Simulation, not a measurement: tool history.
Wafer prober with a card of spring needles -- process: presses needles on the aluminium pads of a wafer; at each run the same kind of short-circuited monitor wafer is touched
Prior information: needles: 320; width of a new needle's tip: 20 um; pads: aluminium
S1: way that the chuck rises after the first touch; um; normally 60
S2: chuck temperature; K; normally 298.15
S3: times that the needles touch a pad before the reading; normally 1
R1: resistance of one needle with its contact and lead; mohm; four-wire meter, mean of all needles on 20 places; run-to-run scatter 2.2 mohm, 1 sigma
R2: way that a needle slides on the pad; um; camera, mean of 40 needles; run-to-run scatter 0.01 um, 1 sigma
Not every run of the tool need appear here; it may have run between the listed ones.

run 1 hour=0.0 | S1=60 S2=298.15 S3=1 | R1=314 R2=8.26
run 2 hour=7.9 | S1=60 S2=298.15 S3=1 | R1=320 R2=8.26
-- hour=9.9 tips cleaned on abrasive film
run 3 hour=14.1 | S1=60 S2=298.15 S3=1 | R1=286 R2=8.27
run 4 hour=21.3 | S1=60 S2=298.15 S3=1 | R1=316 R2=8.25
-- hour=29.4 tips cleaned on abrasive film
run 5 hour=32.2 | S1=60 S2=298.15 S3=1 | R1=274 R2=8.24
run 6 hour=42.2 | S1=60 S2=298.15 S3=1 | R1=322 R2=8.24
-- hour=49.0 tips cleaned on abrasive film
run 7 hour=52.5 | S1=60 S2=298.15 S3=1 | R1=283 R2=8.22
run 8 hour=60.6 | S1=60 S2=298.15 S3=1 | R1=318 R2=8.23
run 9 hour=67.9 | S1=60 S2=298.15 S3=1 | R1=327 R2=8.23
-- hour=69.0 tips cleaned on abrasive film
run 10 hour=73.8 | S1=60 S2=298.15 S3=1 | R1=292 R2=8.20
run 11 hour=80.6 | S1=60 S2=298.15 S3=1 | R1=315 R2=8.24
-- hour=89.0 tips cleaned on abrasive film
run 12 hour=89.3 | S1=60 S2=298.15 S3=1 | R1=250 R2=8.21
run 13 hour=98.0 | S1=60 S2=298.15 S3=1 | R1=309 R2=8.23
run 14 hour=105.2 | S1=60 S2=298.15 S3=1 | R1=328 R2=8.21
-- hour=109.0 tips cleaned on abrasive film
run 15 hour=110.2 | S1=60 S2=298.15 S3=1 | R1=261 R2=8.21
run 16 hour=115.1 | S1=60 S2=298.15 S3=1 | R1=299 R2=8.22
run 17 hour=125.7 | S1=60 S2=333.15 S3=1 | R1=330 R2=8.21
-- hour=128.6 tips cleaned on abrasive film
run 18 hour=132.3 | S1=58 S2=325.15 S3=2 | R1=276 R2=7.93
run 19 hour=138.0 | S1=60 S2=341.15 S3=2 | R1=294 R2=8.19
run 20 hour=144.5 | S1=54 S2=365.15 S3=1 | R1=356 R2=7.37
-- hour=148.3 tips cleaned on abrasive film
run 21 hour=149.6 | S1=73 S2=358.15 S3=2 | R1=266 R2=9.97
run 22 hour=156.9 | S1=45 S2=358.15 S3=2 | R1=329 R2=6.12
run 23 hour=164.0 | S1=60 S2=345.15 S3=1 | R1=331 R2=8.18
-- hour=168.1 tips cleaned on abrasive film
run 24 hour=174.5 | S1=60 S2=359.15 S3=1 | R1=311 R2=8.17
run 25 hour=183.7 | S1=48 S2=326.15 S3=1 | R1=369 R2=6.51
-- hour=187.6 tips cleaned on abrasive film
run 26 hour=193.0 | S1=55 S2=313.15 S3=2 | R1=289 R2=7.48
run 27 hour=204.3 | S1=65 S2=340.15 S3=2 | R1=296 R2=8.84
-- hour=207.9 tips cleaned on abrasive film
run 28 hour=215.4 | S1=50 S2=313.15 S3=1 | R1=330 R2=6.78
run 29 hour=223.7 | S1=50 S2=313.15 S3=1 | R1=360 R2=6.76
-- hour=228.0 tips cleaned on abrasive film
run 30 hour=234.5 | S1=50 S2=326.15 S3=1 | R1=334 R2=6.75
run 31 hour=239.6 | S1=58 S2=298.15 S3=2 | R1=296 R2=7.87
-- hour=248.0 tips cleaned on abrasive film
run 32 hour=249.7 | S1=58 S2=298.15 S3=2 | R1=263 R2=7.88
run 33 hour=260.1 | S1=72 S2=302.15 S3=3 | R1=266 R2=9.79
-- hour=267.8 tips cleaned on abrasive film
run 34 hour=269.1 | S1=50 S2=298.15 S3=1 | R1=278 R2=6.74

Measured less the same run without the tool's hidden state. The same run-to-run variation is in both; the gauge's scatter may not be:
The tool's hidden condition here consists of: debris on the tips, nm; way that the needles fall short of the set height, um; tips' diameter, um; drift of the gauge itself on contact_mohm, %; drift of the gauge itself on scrub_um, %.
run=1 R1=+67 R2=-0.01
run=2 R1=+80 R2=-0.01
run=3 R1=+42 R2=-0.01
run=4 R1=+72 R2=-0.02
run=5 R1=+35 R2=-0.03
run=6 R1=+77 R2=-0.03
run=7 R1=+38 R2=-0.04
run=8 R1=+73 R2=-0.03
run=9 R1=+84 R2=-0.04
run=10 R1=+50 R2=-0.04
run=11 R1=+74 R2=-0.05
run=12 R1=+9 R2=-0.05
run=13 R1=+67 R2=-0.06
run=14 R1=+84 R2=-0.05
run=15 R1=+19 R2=-0.07
run=16 R1=+55 R2=-0.06
run=17 R1=+79 R2=-0.07
run=18 R1=+27 R2=-0.08
run=19 R1=+40 R2=-0.07
run=20 R1=+90 R2=-0.07
run=21 R1=+8 R2=-0.08
run=22 R1=+62 R2=-0.08
run=23 R1=+76 R2=-0.09
run=24 R1=+52 R2=-0.09
run=25 R1=+117 R2=-0.10
run=26 R1=+37 R2=-0.10
run=27 R1=+41 R2=-0.10
run=28 R1=+85 R2=-0.11
run=29 R1=+112 R2=-0.11
run=30 R1=+82 R2=-0.13
run=31 R1=+49 R2=-0.12
run=32 R1=+19 R2=-0.13
run=33 R1=+20 R2=-0.13
run=34 R1=+33 R2=-0.14

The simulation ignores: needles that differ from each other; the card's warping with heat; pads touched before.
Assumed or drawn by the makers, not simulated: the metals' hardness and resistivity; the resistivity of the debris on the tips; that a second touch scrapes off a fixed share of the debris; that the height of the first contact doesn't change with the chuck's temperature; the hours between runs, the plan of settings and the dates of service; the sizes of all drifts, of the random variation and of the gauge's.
